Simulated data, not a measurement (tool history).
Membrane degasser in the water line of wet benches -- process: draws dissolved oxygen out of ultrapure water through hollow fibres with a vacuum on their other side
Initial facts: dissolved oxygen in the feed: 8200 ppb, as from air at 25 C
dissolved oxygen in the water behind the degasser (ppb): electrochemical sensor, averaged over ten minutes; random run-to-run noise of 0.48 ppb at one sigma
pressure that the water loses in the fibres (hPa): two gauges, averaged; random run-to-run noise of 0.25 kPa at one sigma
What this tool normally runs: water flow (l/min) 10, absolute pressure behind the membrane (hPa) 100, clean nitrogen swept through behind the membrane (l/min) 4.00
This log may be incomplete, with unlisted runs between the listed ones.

run,hour,water flow (l/min),absolute pressure behind the membrane (hPa),clean nitrogen swept through behind the membrane (l/min),dissolved oxygen in the water behind the degasser (ppb),pressure that the water loses in the fibres (hPa)
1,0.0,10,100,4.00,46.7,660.8
2,135.6,10,100,4.00,46.5,663.3
3,224.7,10,100,4.00,45.8,660.6
4,400.1,12,100,4.00,60.8,792.4
5,490.1,12,100,4.00,61.6,787.7
6,632.8,15,100,4.00,101.0,988.3
7,754.6,15,100,4.00,101.5,988.4
8,916.8,9,100,4.00,40.5,588.6
9,1057.4,9,100,2.60,59.8,586.2
10,1139.2,10,100,4.00,47.3,656.6
11,1284.4,10,100,4.00,45.8,654.4
12,1424.9,15,100,3.33,112.1,979.0
13,1562.5,15,100,9.82,65.8,981.3
14,1688.8,6,123,1.92,70.7,392.8
15,1775.1,12,118,7.28,46.9,778.6
16,1854.9,9,127,4.00,55.0,587.7
# hour 1899.2: vacuum gauge calibrated
17,1964.9,13,100,2.23,114.2,851.7
18,2041.4,15,100,4.00,101.8,978.4
19,2147.2,6,132,3.27,45.7,389.1

Here are 4 independent what-if runs from the current tool condition. What would each one return?
A,2264.5,7,100,1.70,?,?
B,2264.5,6,132,8.74,?,?
C,2264.5,10,100,6.05,?,?
D,2264.5,6,179,11.66,?,?

run,dissolved oxygen in the water behind the degasser (ppb),pressure that the water loses in the fibres (hPa)
A,68.6,455.5
B,17.6,389.7
C,31.8,647.1
D,19.6,395.1
Without the tool's unlogged condition, the same runs would have read:
run,dissolved oxygen in the water behind the degasser (ppb),pressure that the water loses in the fibres (hPa)
A,68.5,460.9
B,17.5,394.4
C,31.7,654.7
D,19.5,399.8

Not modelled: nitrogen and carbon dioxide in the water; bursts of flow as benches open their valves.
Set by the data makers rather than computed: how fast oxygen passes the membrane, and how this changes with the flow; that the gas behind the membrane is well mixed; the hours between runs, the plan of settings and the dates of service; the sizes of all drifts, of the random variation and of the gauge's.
